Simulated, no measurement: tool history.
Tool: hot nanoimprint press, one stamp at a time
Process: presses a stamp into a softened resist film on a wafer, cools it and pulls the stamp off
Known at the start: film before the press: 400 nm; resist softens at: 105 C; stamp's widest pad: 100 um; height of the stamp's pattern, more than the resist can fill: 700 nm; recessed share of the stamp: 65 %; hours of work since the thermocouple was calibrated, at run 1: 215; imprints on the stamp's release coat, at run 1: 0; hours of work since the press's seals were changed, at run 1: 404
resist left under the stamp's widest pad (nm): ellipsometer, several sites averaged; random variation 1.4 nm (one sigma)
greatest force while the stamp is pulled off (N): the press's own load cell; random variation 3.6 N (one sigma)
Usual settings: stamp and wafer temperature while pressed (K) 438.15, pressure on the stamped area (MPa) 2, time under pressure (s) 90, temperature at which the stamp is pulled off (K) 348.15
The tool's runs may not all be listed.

| run | day | stamp and wafer temperature while pressed (K) | pressure on the stamped area (MPa) | time under pressure (s) | temperature at which the stamp is pulled off (K) | hours of work since the thermocouple was calibrated | imprints on the stamp's release coat | hours of work since the press's seals were changed | resist left under the stamp's widest pad (nm) | greatest force while the stamp is pulled off (N) |
|---|---|---|---|---|---|---|---|---|---|---|
| 1 | 0 | 438.15 | 2 | 90 | 348.15 | 215 | 0 | 404 | 222.5 | 177 |
| 2 | 0.488 | 438.15 | 1.29 | 90 | 348.15 | 223 | 52 | 412 | 258.2 | 178 |
| 3 | 1.079 | 438.15 | 1.29 | 90 | 348.15 | 233 | 115 | 423 | 258.8 | 188 |
| 4 | 1.783 | 438.15 | 1.29 | 90 | 348.15 | 246 | 189 | 435 | 258.9 | 180 |
| 5 | 2.592 | 438.15 | 1.29 | 90 | 348.15 | 259 | 275 | 449 | 256.3 | 188 |
| 6 | 2.992 | 438.15 | 1.29 | 90 | 348.15 | 266 | 318 | 456 | 259.2 | 182 |
| 7 | 3.754 | 438.15 | 2 | 90 | 339.15 | 280 | 399 | 469 | 221.7 | 216 |

Forecast run 8:
| 8 | 4.362 | 438.15 | 2 | 90 | 338.15 | 290 | 464 | 479 | ? | ? |

resist left under the stamp's widest pad (nm): 220.7
greatest force while the stamp is pulled off (N): 228
Without the tool's hidden state the same run would have given resist left under the stamp's widest pad (nm) 216.3, greatest force while the stamp is pulled off (N) 210.

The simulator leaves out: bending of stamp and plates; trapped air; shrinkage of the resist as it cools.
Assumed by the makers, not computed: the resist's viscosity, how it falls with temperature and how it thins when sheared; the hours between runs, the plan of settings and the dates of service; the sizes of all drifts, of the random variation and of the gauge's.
